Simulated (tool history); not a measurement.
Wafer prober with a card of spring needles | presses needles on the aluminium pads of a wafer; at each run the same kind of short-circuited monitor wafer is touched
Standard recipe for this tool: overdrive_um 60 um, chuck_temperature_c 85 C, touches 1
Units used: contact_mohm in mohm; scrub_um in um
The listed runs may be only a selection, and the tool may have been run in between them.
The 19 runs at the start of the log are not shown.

{"run": 20, "hour": 158.6, "overdrive_um": 54, "chuck_temperature_c": 26, "touches": 1, "contact_mohm": 172, "scrub_um": 14.43}
{"hour": 165.3, "done": "tips cleaned on abrasive film"}
{"run": 21, "hour": 169.2, "overdrive_um": 78, "chuck_temperature_c": 62, "touches": 2, "contact_mohm": 154, "scrub_um": 20.91}
{"run": 22, "hour": 178.9, "overdrive_um": 44, "chuck_temperature_c": 114, "touches": 1, "contact_mohm": 198, "scrub_um": 11.84}
{"hour": 183.0, "done": "tips cleaned on abrasive film"}
{"run": 23, "hour": 186.1, "overdrive_um": 40, "chuck_temperature_c": 28, "touches": 2, "contact_mohm": 163, "scrub_um": 10.68}
{"run": 24, "hour": 193.0, "overdrive_um": 50, "chuck_temperature_c": 82, "touches": 2, "contact_mohm": 172, "scrub_um": 13.42}
{"hour": 200.8, "done": "tips cleaned on abrasive film"}
{"run": 25, "hour": 202.1, "overdrive_um": 60, "chuck_temperature_c": 32, "touches": 1, "contact_mohm": 152, "scrub_um": 16.08}
{"run": 26, "hour": 209.0, "overdrive_um": 59, "chuck_temperature_c": 85, "touches": 2, "contact_mohm": 170, "scrub_um": 15.7}
{"hour": 218.8, "done": "tips cleaned on abrasive film"}
{"run": 27, "hour": 219.1, "overdrive_um": 60, "chuck_temperature_c": 85, "touches": 1, "contact_mohm": 158, "scrub_um": 16.09}
{"run": 28, "hour": 223.9, "overdrive_um": 60, "chuck_temperature_c": 105, "touches": 1, "contact_mohm": 175, "scrub_um": 15.97}
{"run": 29, "hour": 230.2, "overdrive_um": 60, "chuck_temperature_c": 105, "touches": 1, "contact_mohm": 178, "scrub_um": 15.96}
{"hour": 236.2, "done": "tips cleaned on abrasive film"}
{"run": 30, "hour": 237.1, "overdrive_um": 74, "chuck_temperature_c": 89, "touches": 1, "contact_mohm": 160, "scrub_um": 19.7}
{"run": 31, "hour": 247.0, "overdrive_um": 78, "chuck_temperature_c": 85, "touches": 1, "contact_mohm": 167, "scrub_um": 21.02}
{"hour": 254.0, "done": "tips cleaned on abrasive film"}
{"run": 32, "hour": 255.8, "overdrive_um": 60, "chuck_temperature_c": 85, "touches": 2, "contact_mohm": 161, "scrub_um": 16.03}
{"run": 33, "hour": 266.2, "overdrive_um": 74, "chuck_temperature_c": 29, "touches": 1, "contact_mohm": 163, "scrub_um": 19.71}
{"hour": 271.6, "done": "tips cleaned on abrasive film"}
{"run": 34, "hour": 276.6, "overdrive_um": 43, "chuck_temperature_c": 47, "touches": 1, "contact_mohm": 169, "scrub_um": 11.35}
{"run": 35, "hour": 287.2, "overdrive_um": 43, "chuck_temperature_c": 41, "touches": 1, "contact_mohm": 195, "scrub_um": 11.43}

What if the next run were any one of these 3? Each begins from the tool's condition after run 35:
{"hour": 289.0, "done": "tips cleaned on abrasive film"}
{"run": "A", "hour": 292.1, "overdrive_um": 60, "chuck_temperature_c": 107, "touches": 1, "contact_mohm": "?", "scrub_um": "?"}
{"hour": 289.0, "done": "tips cleaned on abrasive film"}
{"run": "B", "hour": 292.1, "overdrive_um": 77, "chuck_temperature_c": 85, "touches": 3, "contact_mohm": "?", "scrub_um": "?"}
{"hour": 289.0, "done": "tips cleaned on abrasive film"}
{"run": "C", "hour": 292.1, "overdrive_um": 79, "chuck_temperature_c": 41, "touches": 1, "contact_mohm": "?", "scrub_um": "?"}

run=A contact_mohm=171 scrub_um=16.01
run=B contact_mohm=159 scrub_um=20.44
run=C contact_mohm=156 scrub_um=21.12
With no hidden state in the tool, these same runs would have given:
run=A contact_mohm=161 scrub_um=16.23
run=B contact_mohm=157 scrub_um=20.65
run=C contact_mohm=149 scrub_um=21.34
